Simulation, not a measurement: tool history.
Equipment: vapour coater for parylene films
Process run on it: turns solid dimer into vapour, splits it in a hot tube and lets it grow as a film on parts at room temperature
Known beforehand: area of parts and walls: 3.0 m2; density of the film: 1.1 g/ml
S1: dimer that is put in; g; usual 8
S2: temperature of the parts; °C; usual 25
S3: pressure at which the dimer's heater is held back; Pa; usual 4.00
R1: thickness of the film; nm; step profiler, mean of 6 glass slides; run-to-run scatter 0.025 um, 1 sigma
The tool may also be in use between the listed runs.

run	hour	S1	S2	S3	R1
1	0.0	8	25	4.00	1850
2	35.0	8	25	4.00	1860
3	62.8	8	25	4.00	1870
4	100.6	8	22	4.00	1990
5	126.9	8	22	4.00	1960
6	159.8	8	22	4.00	1930
7	185.4	8	22	4.00	1970
8	231.4	4	25	4.00	930
9	264.3	4	25	4.00	950
10	296.0	4	25	4.00	960
11	330.0	4	25	4.00	980
12	352.8	4	25	4.00	940
13	378.1	13	34	2.46	2980
14	407.7	8	34	6.48	1480
15	448.0	6	25	4.00	1370
16	477.5	4	19	11.27	790
17	513.5	4	17	6.14	970
18	554.2	4	17	6.14	960
19	587.5	12	19	3.40	3230
20	615.3	4	19	3.40	1050
21	659.2	8	18	3.40	2180
22	703.7	4	25	6.13	830

Removed from this log: 2 entries logged between the listed runs. Between which two listed runs does each belong, and how does the tool's hidden state at the listed run before it compare with that at the listed run after it?
Logged between run 10 and run 11: trap's valve overhauled (hour 326.4)
  vapour lost through the trap's worn valve, %: 0.6 -> 0
Logged between run 16 and run 17: table's thermometer calibrated (hour 490.2)
  true temperature of the parts over the reading, C: -0.09 -> 0

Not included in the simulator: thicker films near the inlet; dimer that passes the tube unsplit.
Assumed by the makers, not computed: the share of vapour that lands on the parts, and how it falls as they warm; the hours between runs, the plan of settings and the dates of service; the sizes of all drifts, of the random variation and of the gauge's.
